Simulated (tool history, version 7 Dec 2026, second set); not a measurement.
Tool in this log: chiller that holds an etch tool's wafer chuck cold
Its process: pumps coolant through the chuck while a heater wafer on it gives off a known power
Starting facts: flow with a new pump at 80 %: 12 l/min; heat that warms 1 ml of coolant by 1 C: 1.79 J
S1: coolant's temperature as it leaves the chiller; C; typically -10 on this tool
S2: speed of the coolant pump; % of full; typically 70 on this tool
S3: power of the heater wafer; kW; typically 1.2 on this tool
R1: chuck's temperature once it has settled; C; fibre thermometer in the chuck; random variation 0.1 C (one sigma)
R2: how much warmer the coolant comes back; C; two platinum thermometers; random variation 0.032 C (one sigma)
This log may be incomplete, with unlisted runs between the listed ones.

| run | hour | S1 | S2 | S3 | R1 | R2 |
|---|---|---|---|---|---|---|
| 1 | 0 | -10 | 70 | 1.2 | 1.3 | 3.97 |
| 2 | 27.3 | -10 | 70 | 1.2 | 1.3 | 3.98 |
| 3 | 64.6 | -10 | 70 | 1.2 | 1.4 | 4 |
| 4 | 87.4 | -10 | 70 | 1.2 | 1.5 | 4 |
| 5 | 110.1 | -10 | 70 | 1.2 | 1.4 | 3.98 |
| 6 | 146.9 | -10 | 70 | 1.2 | 1.4 | 4.07 |
| 7 | 165.2 | -10 | 70 | 1.2 | 1.5 | 4.01 |
| 8 | 181.9 | -10 | 70 | 1.2 | 1.4 | 4.04 |
| 9 | 216.3 | -11 | 70 | 1.2 | 0.4 | 4.07 |
| 10 | 246.7 | -12 | 70 | 1.2 | -0.4 | 4.05 |
| 11 | 273 | -12 | 70 | 1.2 | -0.5 | 4.06 |
| 12 | 297.9 | -12 | 70 | 1.2 | -0.6 | 3.98 |

Expected results for the next run?
| 13 | 318.9 | -12 | 62 | 1.2 | ? | ? |

Run 13 produced R1 0.8 C, R2 4.62 C.
If the tool had no hidden condition, the same run with the same run-to-run variation would have returned R1 0.1 C, R2 4.47 C.
